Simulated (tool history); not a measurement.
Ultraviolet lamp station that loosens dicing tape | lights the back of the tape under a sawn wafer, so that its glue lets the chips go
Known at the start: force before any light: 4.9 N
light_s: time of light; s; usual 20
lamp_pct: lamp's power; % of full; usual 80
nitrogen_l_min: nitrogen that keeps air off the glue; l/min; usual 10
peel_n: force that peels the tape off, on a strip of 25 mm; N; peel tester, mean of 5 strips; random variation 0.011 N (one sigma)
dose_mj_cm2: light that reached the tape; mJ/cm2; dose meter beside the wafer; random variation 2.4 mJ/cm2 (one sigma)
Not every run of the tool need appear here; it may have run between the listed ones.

| run | day | light_s | lamp_pct | nitrogen_l_min | peel_n | dose_mj_cm2 |
|---|---|---|---|---|---|---|
| 1 | 0 | 20 | 80 | 10 | 0.469 | 257 |
| 2 | 2.021 | 20 | 80 | 10 | 0.478 | 262 |
| 3 | 3.492 | 20 | 80 | 10 | 0.471 | 255 |
|  | 3.967 | lamp changed |
| 4 | 5.958 | 20 | 80 | 10 | 0.457 | 259 |
| 5 | 7.154 | 34 | 80 | 10 | 0.135 | 447 |
| 6 | 10.062 | 15 | 80 | 10 | 0.818 | 196 |
| 7 | 11.533 | 15 | 80 | 10 | 0.791 | 194 |
| 8 | 13.475 | 20 | 80 | 6 | 0.596 | 258 |
| 9 | 15.346 | 20 | 80 | 6 | 0.616 | 261 |
|  | 16.696 | window cleaned of glue's vapour |
| 10 | 16.704 | 20 | 80 | 6 | 0.596 | 262 |
| 11 | 18.617 | 11 | 80 | 6 | 1.53 | 140 |
| 12 | 20.075 | 11 | 80 | 6 | 1.507 | 143 |
| 13 | 22.179 | 11 | 80 | 6 | 1.537 | 143 |
| 14 | 24.058 | 11 | 80 | 6 | 1.542 | 141 |
| 15 | 26.671 | 11 | 80 | 6 | 1.499 | 141 |
| 16 | 28.912 | 11 | 60 | 6 | 2.073 | 106 |
| 17 | 31.05 | 22 | 60 | 6 | 0.866 | 213 |
| 18 | 32.512 | 20 | 80 | 10 | 0.45 | 259 |
| 19 | 35.308 | 20 | 80 | 10 | 0.471 | 259 |
| 20 | 37.942 | 19 | 80 | 10 | 0.53 | 249 |
| 21 | 40.904 | 19 | 80 | 10 | 0.531 | 247 |
| 22 | 42.779 | 20 | 80 | 10 | 0.485 | 262 |
| 23 | 44.171 | 15 | 89 | 4 | 0.98 | 212 |
| 24 | 45.592 | 15 | 72 | 13 | 0.873 | 174 |
| 25 | 48.45 | 15 | 72 | 8 | 1.05 | 175 |
|  | 50.083 | window cleaned of glue's vapour |
| 26 | 50.633 | 15 | 83 | 8 | 0.846 | 202 |
| 27 | 52.4 | 15 | 83 | 8 | 0.869 | 202 |
| 28 | 53.692 | 15 | 83 | 8 | 0.838 | 205 |
| 29 | 55.246 | 33 | 78 | 10 | 0.148 | 419 |
| 30 | 57.083 | 25 | 70 | 9 | 0.394 | 285 |
| 31 | 59.067 | 22 | 100 | 5 | 0.32 | 354 |
| 32 | 60.596 | 19 | 78 | 5 | 0.776 | 241 |
| 33 | 62.658 | 20 | 98 | 5 | 0.443 | 319 |
| 34 | 64.55 | 10 | 94 | 5 | 1.502 | 154 |
| 35 | 67.017 | 20 | 78 | 10 | 0.517 | 253 |
| 36 | 68.292 | 27 | 98 | 10 | 0.147 | 428 |

What will run 37 give?
| 37 | 70.121 | 27 | 98 | 15 | ? | ? |

{"run 37": {"peel_n": 0.131, "dose_mj_cm2": 427}}
With no hidden state in the tool, this same run would have given peel_n 0.13 N, dose_mj_cm2 428 mJ/cm2.
